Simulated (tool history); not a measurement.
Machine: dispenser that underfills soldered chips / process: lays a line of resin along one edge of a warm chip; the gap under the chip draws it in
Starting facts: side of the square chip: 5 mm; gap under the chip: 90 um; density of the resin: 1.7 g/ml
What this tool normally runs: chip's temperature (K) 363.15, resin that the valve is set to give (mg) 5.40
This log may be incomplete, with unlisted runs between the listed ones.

run    day  chip's temperature (K)  resin that the valve is set to give (mg)  time until the resin shows at the far edge (s)  resin that the valve gave (mg)
  1  0.000                  363.15                                      5.40                                             9.7                            5.34
     0.350  -- new syringe of resin
  2  0.496                  374.15                                      5.40                                             6.6                            5.35
     0.821  -- new syringe of resin
  3  1.133                  363.15                                      6.25                                             9.8                            6.10
     1.267  -- new syringe of resin
  4  1.658                  363.15                                      6.25                                            10.3                            6.12
     1.717  -- new syringe of resin
     2.200  -- new syringe of resin
  5  2.329                  363.15                                      4.64                                            10.0                            4.59
     2.654  -- new syringe of resin
  6  2.896                  363.15                                      4.64                                            10.6                            4.53
     3.100  -- new syringe of resin
  7  3.275                  363.15                                      4.64                                             9.0                            4.49
     3.592  -- new syringe of resin
  8  3.962                  364.15                                      6.68                                             9.9                            6.42
     4.058  -- new syringe of resin
     4.533  -- new syringe of resin
  9  4.662                  349.15                                      6.69                                            15.4                            6.38
     4.983  -- new syringe of resin
 10  4.992                  349.15                                      5.21                                            14.1                            4.96

3 ways to go on from here, each from the tool as it stands after run 10. What would each give?
     5.379  -- dispensing valve cleaned and set on the balance
  A  5.379                  375.15                                      4.84                                               ?                               ?
     5.379  -- dispensing valve cleaned and set on the balance
  B  5.379                  360.15                                      4.75                                               ?                               ?
     5.379  -- dispensing valve cleaned and set on the balance
  C  5.379                  371.15                                      5.37                                               ?                               ?

run  time until the resin shows at the far edge (s)  resin that the valve gave (mg)
  A                                             7.4                            4.89
  B                                            10.9                            4.77
  C                                             8.5                            5.36
With the hidden condition removed and each run's random variation left untouched, the same runs would have given:
run  time until the resin shows at the far edge (s)  resin that the valve gave (mg)
  A                                             6.9                            4.88
  B                                            10.3                            4.77
  C                                             8.0                            5.35

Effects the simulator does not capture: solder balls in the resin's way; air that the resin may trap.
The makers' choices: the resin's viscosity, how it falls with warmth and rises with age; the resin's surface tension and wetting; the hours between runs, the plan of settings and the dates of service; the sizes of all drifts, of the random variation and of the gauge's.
